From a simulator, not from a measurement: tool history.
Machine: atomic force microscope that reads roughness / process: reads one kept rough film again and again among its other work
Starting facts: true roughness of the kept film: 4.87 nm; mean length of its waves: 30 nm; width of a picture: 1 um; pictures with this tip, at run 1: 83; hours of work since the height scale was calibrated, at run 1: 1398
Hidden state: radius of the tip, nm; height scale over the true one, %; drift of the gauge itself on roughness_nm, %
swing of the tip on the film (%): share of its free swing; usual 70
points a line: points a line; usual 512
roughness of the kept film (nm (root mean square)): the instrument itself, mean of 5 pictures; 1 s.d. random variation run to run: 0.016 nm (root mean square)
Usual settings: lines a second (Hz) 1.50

run	hour	lines a second (Hz)	swing of the tip on the film (%)	points a line	pictures with this tip	hours of work since the height scale was calibrated	roughness of the kept film (nm (root mean square))
1	0.0	1.50	70	512	83	1398	3.518
2	81.4	1.50	70	942	173	1435	3.291
3	138.8	1.50	70	942	236	1461	3.167
# hour 191.6: new tip fitted
4	202.3	1.50	70	942	12	1490	3.651
5	267.2	1.50	70	942	83	1520	3.455
6	349.5	1.50	70	680	175	1557	3.237
7	409.7	1.50	70	680	241	1584	3.116
# hour 458.1: new tip fitted
8	488.3	1.50	70	512	33	1620	3.533
# hour 496.7: height scale calibrated on a step standard
9	566.6	1.50	70	512	119	32	3.282
10	609.1	2.66	79	815	166	51	2.901
11	674.5	0.86	71	701	238	81	3.098
12	719.3	2.06	70	640	288	101	2.894
# hour 724.8: new tip fitted
13	755.1	2.06	70	640	34	117	3.500
14	816.2	2.91	70	815	101	145	3.211
15	876.3	3.17	67	818	168	172	3.102

Expected results for the next run?
# hour 910.9: height scale calibrated on a step standard, once more
16	938.4	3.17	67	818	235	13	?

roughness of the kept film (nm (root mean square)): 3.062
If the tool had no hidden condition, the same run with the same run-to-run variation would have returned roughness of the kept film (nm (root mean square)) 3.624.

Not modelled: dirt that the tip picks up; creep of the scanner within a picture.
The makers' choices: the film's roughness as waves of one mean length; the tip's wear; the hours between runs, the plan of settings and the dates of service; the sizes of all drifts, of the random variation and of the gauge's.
